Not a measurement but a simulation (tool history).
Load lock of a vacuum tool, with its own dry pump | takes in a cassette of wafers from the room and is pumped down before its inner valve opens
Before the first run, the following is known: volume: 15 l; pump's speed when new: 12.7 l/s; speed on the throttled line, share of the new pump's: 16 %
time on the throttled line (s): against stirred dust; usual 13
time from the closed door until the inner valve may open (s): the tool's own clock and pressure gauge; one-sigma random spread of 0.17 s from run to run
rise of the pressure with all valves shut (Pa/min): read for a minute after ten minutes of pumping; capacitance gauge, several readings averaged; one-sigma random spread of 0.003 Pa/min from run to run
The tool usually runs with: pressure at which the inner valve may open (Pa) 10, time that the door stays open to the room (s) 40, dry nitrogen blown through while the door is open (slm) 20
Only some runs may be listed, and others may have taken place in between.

| run | hour | time on the throttled line (s) | pressure at which the inner valve may open (Pa) | time that the door stays open to the room (s) | dry nitrogen blown through while the door is open (slm) | incoming humidity of the room's air, % | time from the closed door until the inner valve may open (s) | rise of the pressure with all valves shut (Pa/min) |
|---|---|---|---|---|---|---|---|---|
| 1 | 0.0 | 13 | 10 | 40 | 20 | 44.7 | 22.1 | 0.083 |
| 2 | 173.3 | 13 | 10 | 40 | 20 | 42.3 | 22.3 | 0.081 |
| 3 | 325.4 | 13 | 10 | 40 | 20 | 46.0 | 22.4 | 0.086 |
| 4 | 460.7 | 13 | 10 | 40 | 20 | 45.4 | 22.4 | 0.096 |
| 5 | 637.2 | 13 | 10 | 40 | 20 | 46.1 | 22.6 | 0.099 |
| 6 | 813.0 | 13 | 10 | 40 | 20 | 48.9 | 22.4 | 0.111 |
| 7 | 961.7 | 13 | 10 | 40 | 20 | 41.5 | 22.4 | 0.110 |
| 8 | 1131.8 | 13 | 10 | 40 | 20 | 48.3 | 22.5 | 0.121 |
| 9 | 1318.8 | 13 | 10 | 40 | 20 | 44.7 | 22.4 | 0.130 |
| 10 | 1440.2 | 13 | 10 | 40 | 20 | 44.5 | 22.4 | 0.132 |
| 11 | 1528.0 | 13 | 10 | 40 | 20 | 46.4 | 22.5 | 0.136 |
| 12 | 1659.7 | 13 | 10 | 40 | 20 | 40.9 | 22.5 | 0.141 |
| 13 | 1852.1 | 13 | 10 | 40 | 20 | 49.3 | 22.4 | 0.154 |
| 14 | 2025.9 | 19 | 15 | 84 | 17 | 44.8 | 27.0 | 0.186 |
| 15 | 2126.3 | 19 | 12 | 84 | 36 | 42.3 | 27.3 | 0.162 |
| 16 | 2218.4 | 13 | 16 | 114 | 6 | 43.4 | 21.7 | 0.225 |
| 17 | 2333.6 | 13 | 16 | 114 | 6 | 45.7 | 21.6 | 0.231 |
| 18 | 2494.0 | 13 | 16 | 114 | 6 | 44.5 | 22.1 | 0.235 |
| 19 | 2596.7 | 6 | 17 | 40 | 20 | 48.2 | 16.0 | 0.198 |
| 20 | 2783.5 | 10 | 10 | 40 | 5 | 42.7 | 20.0 | 0.229 |
| 21 | 2932.0 | 8 | 19 | 97 | 20 | 47.3 | 17.6 | 0.244 |
| 22 | 3103.6 | 19 | 11 | 73 | 7 | 44.3 | 27.6 | 0.270 |
| 23 | 3249.0 | 6 | 13 | 132 | 7 | 47.6 | 16.4 | 0.299 |
| 24 | 3441.8 | 15 | 17 | 42 | 26 | 44.4 | 23.7 | 0.257 |
| 25 | 3618.6 | 15 | 17 | 42 | 26 | 42.5 | 23.6 | 0.264 |
| 26 | 3713.2 | 13 | 11 | 36 | 30 | 43.2 | 22.6 | 0.266 |

Consider 4 possible next runs. They are alternatives, not a sequence: every one starts from the tool as it was left by run 26. What does each give?
| A | 3841.5 | 13 | 11 | 48 | 30 | 47.9 | ? | ? |
| B | 3841.5 | 13 | 17 | 36 | 30 | 46.7 | ? | ? |
| C | 3841.5 | 13 | 12 | 40 | 31 | 44.2 | ? | ? |
| D | 3841.5 | 13 | 11 | 36 | 29 | 43.5 | ? | ? |

| run | time from the closed door until the inner valve may open (s) | rise of the pressure with all valves shut (Pa/min) |
|---|---|---|
| A | 22.5 | 0.286 |
| B | 21.9 | 0.278 |
| C | 22.5 | 0.275 |
| D | 22.6 | 0.286 |
What these runs would have given with no unlogged condition in the tool:
| run | time from the closed door until the inner valve may open (s) | rise of the pressure with all valves shut (Pa/min) |
|---|---|---|
| A | 21.8 | 0.045 |
| B | 21.2 | 0.038 |
| C | 21.7 | 0.035 |
| D | 21.8 | 0.041 |
